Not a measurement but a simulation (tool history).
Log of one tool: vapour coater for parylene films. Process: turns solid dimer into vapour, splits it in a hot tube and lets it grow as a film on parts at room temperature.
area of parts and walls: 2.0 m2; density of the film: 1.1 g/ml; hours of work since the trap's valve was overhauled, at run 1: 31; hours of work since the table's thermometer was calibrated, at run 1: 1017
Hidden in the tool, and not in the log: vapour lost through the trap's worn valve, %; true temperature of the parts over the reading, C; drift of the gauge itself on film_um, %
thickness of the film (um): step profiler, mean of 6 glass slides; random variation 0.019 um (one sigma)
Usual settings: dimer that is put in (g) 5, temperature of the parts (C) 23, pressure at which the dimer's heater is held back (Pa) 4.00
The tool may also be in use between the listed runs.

run,day,dimer that is put in (g),temperature of the parts (C),pressure at which the dimer's heater is held back (Pa),hours of work since the trap's valve was overhauled,hours of work since the table's thermometer was calibrated,thickness of the film (um)
1,0.000,5,23,4.00,31,1017,1.86
2,2.283,5,23,4.00,69,1055,1.84
3,3.300,5,23,4.00,86,1072,1.91
4,5.679,5,23,5.96,126,1112,1.73
5,7.438,5,23,2.29,155,1141,2.11
6,9.417,5,23,2.29,188,1174,2.11
7,10.988,5,23,5.81,214,1200,1.76
8,12.454,4,26,10.20,239,1225,1.16
9,13.862,4,26,10.20,263,1249,1.14
10,16.279,4,26,10.20,303,1289,1.15
11,17.667,2,33,2.53,326,1312,0.68
12,19.825,2,33,2.53,362,1348,0.70
# day 22.242: trap's valve overhauled
13,22.242,6,25,2.79,0,1386,2.37
14,23.342,6,25,2.79,18,1404,2.38

How the hidden state differs across the entries between the runs, from the last listed run before each to the first after it:
Between runs 12 and 13: trap's valve overhauled (day 22.242)
  vapour lost through the trap's worn valve, %: 0.4 -> 0
